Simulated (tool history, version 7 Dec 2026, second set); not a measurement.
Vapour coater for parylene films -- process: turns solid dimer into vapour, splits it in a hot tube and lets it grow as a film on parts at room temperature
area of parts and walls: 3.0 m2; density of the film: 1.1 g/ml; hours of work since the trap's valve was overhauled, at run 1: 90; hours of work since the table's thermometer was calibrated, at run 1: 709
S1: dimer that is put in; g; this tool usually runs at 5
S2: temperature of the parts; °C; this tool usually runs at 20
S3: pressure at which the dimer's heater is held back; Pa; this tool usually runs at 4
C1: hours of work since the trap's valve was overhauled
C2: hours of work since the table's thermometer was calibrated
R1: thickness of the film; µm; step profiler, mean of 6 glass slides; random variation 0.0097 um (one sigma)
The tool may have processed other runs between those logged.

run,hour,S1,S2,S3,C1,C2,R1
1,0,5,20,4,90,709,0.899
2,62.9,5,20,4,139,758,0.858
3,114.3,3,20,4,179,798,0.534
4,172.9,3,20,4,224,844,0.498
5,228.3,3,20,4,268,887,0.496
6,284.8,5,20,4,312,931,0.805
# hour 323.9: trap's valve overhauled
7,339.2,5,20,4,12,970,0.9
8,380.2,5,20,4,44,1002,0.877
9,431.9,3,20,4,84,1043,0.535
10,489.6,5,20,4,129,1088,0.849
11,531,5,20,2.23,162,1120,0.96
12,590.4,5,20,3.41,208,1166,0.879
13,647.4,5,20,3.41,252,1211,0.865
14,701,5,20,4,294,1253,0.827
15,739.1,5,20,4.44,324,1282,0.798
# hour 765.9: trap's valve overhauled
16,784.2,5,20,4.44,14,1314,0.837
17,822.9,5,20,4.44,44,1345,0.853
18,867.5,5,20,4.44,79,1379,0.852
19,910.5,5,20,4.44,113,1413,0.839
20,941.1,5,20,4,137,1437,0.856
21,971.3,7,20,4,160,1460,1.183
22,1032.1,5,20,4.6,208,1508,0.82
23,1072.4,5,16,4.6,239,1539,0.854
24,1104.7,8,23,6.85,264,1565,1.126
25,1168.8,5,23,2.81,314,1615,0.805
# hour 1206.6: trap's valve overhauled
26,1229.4,5,23,2.81,18,1659,0.908
27,1293.9,8,17,2.68,68,1709,1.599
28,1340.5,5,20,4,104,1745,0.864
29,1380.5,5,20,4,136,1777,0.831
30,1445.1,5,20,4,186,1827,0.83
31,1487.4,5,20,4,219,1860,0.849
32,1518,5,16,4.52,243,1884,0.881
33,1556,5,16,4.52,273,1914,0.865
34,1588.6,2,20,3.08,298,1939,0.358
# hour 1646: trap's valve overhauled
35,1648.3,2,20,3.08,2,1983,0.389

Run 36 is up next; what results do you expect?
36,1706.1,2,20,3.08,47,2028,?

{"run 36": {"R1": 0.377}}
Minus the tool's unlogged condition, the same run would have read R1 0.391 µm.
